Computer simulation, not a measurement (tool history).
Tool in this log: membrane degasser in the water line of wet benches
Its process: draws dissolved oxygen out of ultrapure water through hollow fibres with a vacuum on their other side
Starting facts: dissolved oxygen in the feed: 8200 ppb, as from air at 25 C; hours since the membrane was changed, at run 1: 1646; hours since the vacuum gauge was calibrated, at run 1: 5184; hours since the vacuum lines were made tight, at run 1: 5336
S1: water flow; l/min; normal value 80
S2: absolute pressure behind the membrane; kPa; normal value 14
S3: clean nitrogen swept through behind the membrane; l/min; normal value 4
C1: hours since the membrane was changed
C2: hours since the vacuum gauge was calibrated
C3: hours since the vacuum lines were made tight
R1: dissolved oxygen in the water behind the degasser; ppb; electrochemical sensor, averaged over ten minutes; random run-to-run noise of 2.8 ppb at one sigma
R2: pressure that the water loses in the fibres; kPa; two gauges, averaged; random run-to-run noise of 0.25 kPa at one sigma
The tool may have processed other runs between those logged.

run 1 hour=0 | S1=80 S2=14 S3=4 | C1=1646 C2=5184 C3=5336 | R1=461.1 R2=65.65
run 2 hour=66.1 | S1=80 S2=14 S3=4 | C1=1712 C2=5250 C3=5402 | R1=460.6 R2=66.2
run 3 hour=118.8 | S1=80 S2=14 S3=4 | C1=1765 C2=5302 C3=5455 | R1=463.4 R2=65.32
run 4 hour=184 | S1=80 S2=14 S3=4 | C1=1830 C2=5368 C3=5520 | R1=458.9 R2=66.12
run 5 hour=258.1 | S1=80 S2=14 S3=4 | C1=1904 C2=5442 C3=5594 | R1=459.4 R2=66.15
run 6 hour=325.8 | S1=80 S2=14 S3=4 | C1=1972 C2=5509 C3=5662 | R1=454.9 R2=65.72
run 7 hour=397.9 | S1=80 S2=14 S3=4 | C1=2044 C2=5582 C3=5734 | R1=461.7 R2=65.48
run 8 hour=437 | S1=73 S2=14 S3=4 | C1=2083 C2=5621 C3=5773 | R1=425.7 R2=60.34
run 9 hour=479.1 | S1=109 S2=21.4 S3=11.53 | C1=2125 C2=5663 C3=5815 | R1=399.4 R2=89.41
run 10 hour=549.1 | S1=71 S2=32.3 S3=7.41 | C1=2195 C2=5733 C3=5885 | R1=611.2 R2=58.26
run 11 hour=619.5 | S1=71 S2=32.3 S3=7.41 | C1=2266 C2=5803 C3=5956 | R1=611.9 R2=58.23
run 12 hour=661.9 | S1=80 S2=24.3 S3=10.19 | C1=2308 C2=5846 C3=5998 | R1=385.4 R2=66.1
run 13 hour=714.8 | S1=80 S2=24.3 S3=10.19 | C1=2361 C2=5898 C3=6051 | R1=381.4 R2=65.77
run 14 hour=765.7 | S1=80 S2=14 S3=7.56 | C1=2412 C2=5949 C3=6102 | R1=264.5 R2=66.06
run 15 hour=808.1 | S1=80 S2=14 S3=7.56 | C1=2454 C2=5992 C3=6144 | R1=264.3 R2=65.43
run 16 hour=851.8 | S1=113 S2=14 S3=2.89 | C1=2498 C2=6035 C3=6188 | R1=790.1 R2=92.41

What if the next run were any one of these 4? Each begins from the tool's condition after run 16:
run A hour=929.2 | S1=62 S2=31.2 S3=2.89 | C1=2575 C2=6113 C3=6265 | R1=? R2=?
run B hour=929.2 | S1=83 S2=14 S3=2.89 | C1=2575 C2=6113 C3=6265 | R1=? R2=?
run C hour=929.2 | S1=119 S2=34.1 S3=8.64 | C1=2575 C2=6113 C3=6265 | R1=? R2=?
run D hour=929.2 | S1=58 S2=8.9 S3=2.64 | C1=2575 C2=6113 C3=6265 | R1=? R2=?

run=A R1=1158.1 R2=50.98
run=B R1=616.8 R2=68.29
run=C R1=911 R2=98.27
run=D R1=269 R2=47.78
The same runs, with their run-to-run variation unchanged, on a tool lacking any hidden condition would have given:
run=A R1=1157.8 R2=50.95
run=B R1=616.3 R2=68.25
run=C R1=910.7 R2=98.22
run=D R1=268.6 R2=47.76

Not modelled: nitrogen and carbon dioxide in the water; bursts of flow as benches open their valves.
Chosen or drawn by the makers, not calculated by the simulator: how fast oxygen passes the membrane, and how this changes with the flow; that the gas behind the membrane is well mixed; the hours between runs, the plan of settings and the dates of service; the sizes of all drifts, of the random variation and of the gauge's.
